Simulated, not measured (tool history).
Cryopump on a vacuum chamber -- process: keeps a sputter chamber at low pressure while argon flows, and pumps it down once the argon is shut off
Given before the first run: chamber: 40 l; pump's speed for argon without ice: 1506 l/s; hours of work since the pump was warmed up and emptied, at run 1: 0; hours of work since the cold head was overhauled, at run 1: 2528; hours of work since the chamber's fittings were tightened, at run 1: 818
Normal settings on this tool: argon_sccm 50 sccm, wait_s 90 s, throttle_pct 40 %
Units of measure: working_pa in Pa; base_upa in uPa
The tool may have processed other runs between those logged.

run	day	argon_sccm	wait_s	throttle_pct	hours of work since the pump was warmed up and emptied	hours of work since the cold head was overhauled	hours of work since the chamber's fittings were tightened	working_pa	base_upa
1	0.000	50	90	40	0	2528	818	0.1431	2.35
2	3.692	50	90	40	74	2602	892	0.1436	2.46
3	7.875	50	90	40	158	2686	976	0.1444	2.56
4	10.296	50	90	40	207	2734	1025	0.1435	2.70
5	13.779	50	90	40	277	2804	1095	0.1462	2.76
# day 15.625: leaking fittings of the chamber tightened, without venting
6	16.558	50	90	40	331	2859	19	0.1463	1.24
7	18.308	31	214	52	366	2894	54	0.0714	0.73

Predict the results of run 8:
8	20.100	31	214	52	402	2930	90	?	?

working_pa: 0.0707 Pa
base_upa: 0.84 uPa
Take away the tool's hidden state, keep the run-to-run variation as it was, and the same run would have given working_pa 0.0661 Pa, base_upa 0.68 uPa.
